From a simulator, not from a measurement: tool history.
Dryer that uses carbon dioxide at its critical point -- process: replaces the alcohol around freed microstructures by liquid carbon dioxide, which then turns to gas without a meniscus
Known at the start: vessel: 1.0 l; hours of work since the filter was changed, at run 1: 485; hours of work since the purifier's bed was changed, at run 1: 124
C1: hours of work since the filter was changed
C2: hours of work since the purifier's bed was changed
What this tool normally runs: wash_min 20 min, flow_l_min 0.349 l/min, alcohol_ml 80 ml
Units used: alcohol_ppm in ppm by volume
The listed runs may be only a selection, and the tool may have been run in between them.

Run 1, hour 0.0: usual settings; C1 485; C2 124. Result: alcohol_ppm 291 ppm by volume.
At hour 8.7: inlet filter changed.
Run 2, hour 8.7: usual settings; C1 0; C2 127. Result: alcohol_ppm 148 ppm by volume.
Run 3, hour 16.6: usual settings; C1 4; C2 131. Result: alcohol_ppm 151 ppm by volume.
Run 4, hour 24.6: usual settings; C1 7; C2 134. Result: alcohol_ppm 146 ppm by volume.
Run 5, hour 31.3: usual settings; C1 10; C2 137. Result: alcohol_ppm 148 ppm by volume.
Run 6, hour 38.5: usual settings but wash_min 29 min; C1 13; C2 140. Result: alcohol_ppm 41 ppm by volume.
Run 7, hour 44.8: usual settings but wash_min 29 min; C1 16; C2 143. Result: alcohol_ppm 24 ppm by volume.

Forecast run 8:
Run 8, hour 49.1: usual settings but wash_min 29 min, flow_l_min 0.528 l/min, alcohol_ml 25 ml; C1 18; C2 145. Result: alcohol_ppm ?.

alcohol_ppm: 14 ppm by volume
Take away the tool's hidden state, keep the run-to-run variation as it was, and the same run would have given alcohol_ppm 0 ppm by volume.

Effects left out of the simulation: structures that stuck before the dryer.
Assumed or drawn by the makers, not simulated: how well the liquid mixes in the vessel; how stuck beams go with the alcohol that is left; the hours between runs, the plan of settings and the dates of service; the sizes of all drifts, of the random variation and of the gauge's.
